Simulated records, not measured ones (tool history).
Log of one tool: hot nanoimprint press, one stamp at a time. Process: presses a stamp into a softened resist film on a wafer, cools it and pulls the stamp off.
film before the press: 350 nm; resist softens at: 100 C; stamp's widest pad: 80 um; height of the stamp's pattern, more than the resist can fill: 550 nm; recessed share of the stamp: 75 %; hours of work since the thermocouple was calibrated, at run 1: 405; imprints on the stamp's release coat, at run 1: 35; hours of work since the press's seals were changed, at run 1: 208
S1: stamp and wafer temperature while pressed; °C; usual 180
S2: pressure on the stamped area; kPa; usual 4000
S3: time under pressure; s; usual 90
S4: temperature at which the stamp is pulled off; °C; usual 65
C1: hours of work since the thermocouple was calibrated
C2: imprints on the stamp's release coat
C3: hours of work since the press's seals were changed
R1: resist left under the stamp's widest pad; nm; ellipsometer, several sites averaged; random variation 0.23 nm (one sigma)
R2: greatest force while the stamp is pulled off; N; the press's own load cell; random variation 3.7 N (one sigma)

run,day,S1,S2,S3,S4,C1,C2,C3,R1,R2
1,0,180,4000,90,65,405,35,208,119.4,207
2,0.35,180,4000,90,65,410,72,213,119,210
3,0.612,180,4000,90,65,414,99,217,119,209
4,0.992,180,4000,90,65,420,139,223,119.1,211
5,1.208,180,4000,90,65,424,161,226,118.9,221
6,1.638,180,4000,90,65,430,206,233,118.5,227
7,2.129,180,4000,90,65,438,258,241,119.1,223
8,2.496,180,4000,90,65,444,296,246,118.5,226
9,2.725,180,4000,90,65,447,320,250,118.8,230
10,3.221,180,5620,90,65,455,372,258,101.4,228
11,3.525,180,5620,90,65,460,404,262,101.7,237
12,3.779,180,5620,90,65,464,431,266,101.2,231
13,4.15,180,4000,48,65,469,469,272,153.9,244
# day 4.371: plate thermocouple calibrated
14,4.758,180,4000,48,65,6,520,280,161,250
15,5.104,183,4000,90,65,11,556,285,112.6,248
16,5.617,183,4000,90,65,19,610,293,112.4,259
17,5.908,183,4000,90,65,24,640,297,112.8,271
18,6.325,183,4000,90,58,30,684,304,112.8,291
19,6.762,183,4000,90,58,37,729,311,112.5,291
20,7.204,183,4000,90,58,44,776,317,112.5,306
21,7.567,183,4000,90,58,50,814,323,112.6,297
# day 7.883: stamp cleaned and given a new release coat
22,8.062,183,4000,90,58,53,18,327,112.5,237
23,8.592,183,4000,90,58,62,74,335,112.3,240
24,8.921,186,4000,90,58,67,108,340,102.4,239
25,9.329,178,4000,90,65,73,151,347,132.7,222
26,9.729,175,4000,48,65,79,193,353,185.3,220
27,9.979,175,4000,48,65,83,219,357,185.8,227
28,10.242,180,4090,48,65,87,246,361,158.6,225
29,10.475,180,4090,48,65,91,271,364,158.3,227

3 ways to go on from here, each from the tool as it stands after run 29. What would each give?
A,10.817,169,2740,90,65,96,307,370,?,?
B,10.817,176,2500,101,65,96,307,370,?,?
C,10.817,180,3970,125,69,96,307,370,?,?

run,R1,R2
A,203.8,227
B,164.2,239
C,107.7,225
Without the tool's hidden state the same runs would have given:
run,R1,R2
A,203.9,203
B,164.3,214
C,107.4,202
